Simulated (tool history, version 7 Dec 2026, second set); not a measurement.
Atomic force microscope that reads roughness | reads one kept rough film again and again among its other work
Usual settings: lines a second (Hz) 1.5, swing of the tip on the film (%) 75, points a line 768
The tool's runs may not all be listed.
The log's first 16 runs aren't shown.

run	day	lines a second (Hz)	swing of the tip on the film (%)	points a line	roughness of the kept film (nm (root mean square))
17	14.004	1.5	75	954	1.225
# day 14.742: new tip fitted
18	14.912	1.5	75	954	1.279
19	15.571	1.5	75	954	1.273
20	16.471	1.5	75	954	1.271
21	17.292	1.5	75	307	1.252
22	17.825	1.5	75	307	1.249
23	18.733	1.5	75	307	1.257
# day 18.879: height scale calibrated on a step standard
24	19.504	1.5	75	768	1.249
25	20.017	1.5	75	768	1.243
26	20.488	1.5	75	768	1.245
27	21.017	1.5	66	302	1.244
28	21.504	1.5	71	302	1.234
29	22.296	1.5	71	302	1.234
30	22.996	1.29	71	337	1.243
31	23.717	1.89	86	768	1.162
# day 24.062: new tip fitted
# day 24.225: height scale calibrated on a step standard, once more
32	24.796	0.78	57	444	1.317
33	25.871	0.78	57	444	1.313
34	26.488	0.77	57	814	1.329
35	27.492	1.01	63	364	1.284

The next listed run, before its measurement:
36	28.467	3.18	61	364	?

{"run 36": {"roughness of the kept film (nm (root mean square))": 1.256}}
Without the tool's hidden state the same run would have given roughness of the kept film (nm (root mean square)) 1.288.

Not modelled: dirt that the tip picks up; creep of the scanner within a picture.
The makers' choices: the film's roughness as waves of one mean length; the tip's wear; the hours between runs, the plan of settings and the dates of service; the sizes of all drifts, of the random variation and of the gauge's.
